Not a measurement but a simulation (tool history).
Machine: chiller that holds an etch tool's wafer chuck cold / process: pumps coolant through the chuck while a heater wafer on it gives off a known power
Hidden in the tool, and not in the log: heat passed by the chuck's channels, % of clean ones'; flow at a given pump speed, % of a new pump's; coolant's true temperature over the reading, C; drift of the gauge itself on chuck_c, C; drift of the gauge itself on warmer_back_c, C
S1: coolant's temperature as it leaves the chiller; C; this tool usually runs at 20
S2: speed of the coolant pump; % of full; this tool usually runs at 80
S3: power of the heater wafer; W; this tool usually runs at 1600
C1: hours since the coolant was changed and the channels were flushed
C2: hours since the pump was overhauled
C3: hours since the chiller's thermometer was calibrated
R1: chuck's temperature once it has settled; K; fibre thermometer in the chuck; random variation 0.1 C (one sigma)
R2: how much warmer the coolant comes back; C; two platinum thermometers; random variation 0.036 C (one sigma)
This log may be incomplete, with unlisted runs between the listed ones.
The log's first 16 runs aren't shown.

run 17 hour=779.7 | S1=22 S2=80 S3=1312 | C1=779 C2=2698 C3=74 | R1=308.75 R2=5.58
run 18 hour=809.5 | S1=20 S2=62 S3=1600 | C1=809 C2=2727 C3=104 | R1=314.45 R2=8.85
run 19 hour=864.7 | S1=25 S2=94 S3=1600 | C1=864 C2=2783 C3=159 | R1=312.75 R2=5.77
run 20 hour=924.1 | S1=13 S2=97 S3=1619 | C1=923 C2=2842 C3=218 | R1=300.25 R2=5.74
run 21 hour=968.3 | S1=11 S2=67 S3=1600 | C1=967 C2=2886 C3=262 | R1=303.85 R2=8.17
run 22 hour=1004.3 | S1=23 S2=70 S3=1077 | C1=1003 C2=2922 C3=299 | R1=308.95 R2=5.38
run 23 hour=1057.8 | S1=23 S2=70 S3=1077 | C1=1057 C2=2976 C3=352 | R1=308.75 R2=5.41
run 24 hour=1117.1 | S1=18 S2=64 S3=2300 | C1=1116 C2=3035 C3=411 | R1=320.55 R2=12.31
run 25 hour=1167.6 | S1=27 S2=80 S3=1600 | C1=1167 C2=3085 C3=462 | R1=316.95 R2=6.89
run 26 hour=1210.4 | S1=27 S2=65 S3=1213 | C1=1209 C2=3128 C3=505 | R1=315.55 R2=6.57
run 27 hour=1237.8 | S1=15 S2=80 S3=1009 | C1=1237 C2=3156 C3=532 | R1=298.85 R2=4.51
run 28 hour=1287.2 | S1=15 S2=61 S3=2169 | C1=1286 C2=3205 C3=581 | R1=317.25 R2=12.26
run 29 hour=1334.1 | S1=12 S2=100 S3=2217 | C1=1333 C2=3252 C3=628 | R1=304.15 R2=7.73
run 30 hour=1394.0 | S1=30 S2=94 S3=2217 | C1=1393 C2=3312 C3=688 | R1=323.15 R2=8.22
-- hour=1440.2 gauge calibrated
run 31 hour=1452.4 | S1=26 S2=80 S3=2012 | C1=1451 C2=3370 C3=747 | R1=320.15 R2=8.47
run 32 hour=1512.2 | S1=23 S2=85 S3=1084 | C1=1511 C2=3430 C3=806 | R1=306.75 R2=4.31

Alternative continuations, all from the tool just after run 32; predict every row:
run A hour=1572.2 | S1=11 S2=80 S3=1505 | C1=1571 C2=3490 C3=866 | R1=? R2=?
run B hour=1572.2 | S1=23 S2=74 S3=1084 | C1=1571 C2=3490 C3=866 | R1=? R2=?
run C hour=1572.2 | S1=18 S2=85 S3=1084 | C1=1571 C2=3490 C3=866 | R1=? R2=?
run D hour=1572.2 | S1=23 S2=65 S3=1084 | C1=1571 C2=3490 C3=866 | R1=? R2=?

run=A R1=299.75 R2=6.38
run=B R1=308.35 R2=4.97
run=C R1=301.85 R2=4.36
run=D R1=309.65 R2=5.67
Stripped of hidden state, with their random variation kept, the same runs would have yielded:
run=A R1=299.75 R2=6.33
run=B R1=308.35 R2=4.91
run=C R1=301.85 R2=4.30
run=D R1=309.65 R2=5.61

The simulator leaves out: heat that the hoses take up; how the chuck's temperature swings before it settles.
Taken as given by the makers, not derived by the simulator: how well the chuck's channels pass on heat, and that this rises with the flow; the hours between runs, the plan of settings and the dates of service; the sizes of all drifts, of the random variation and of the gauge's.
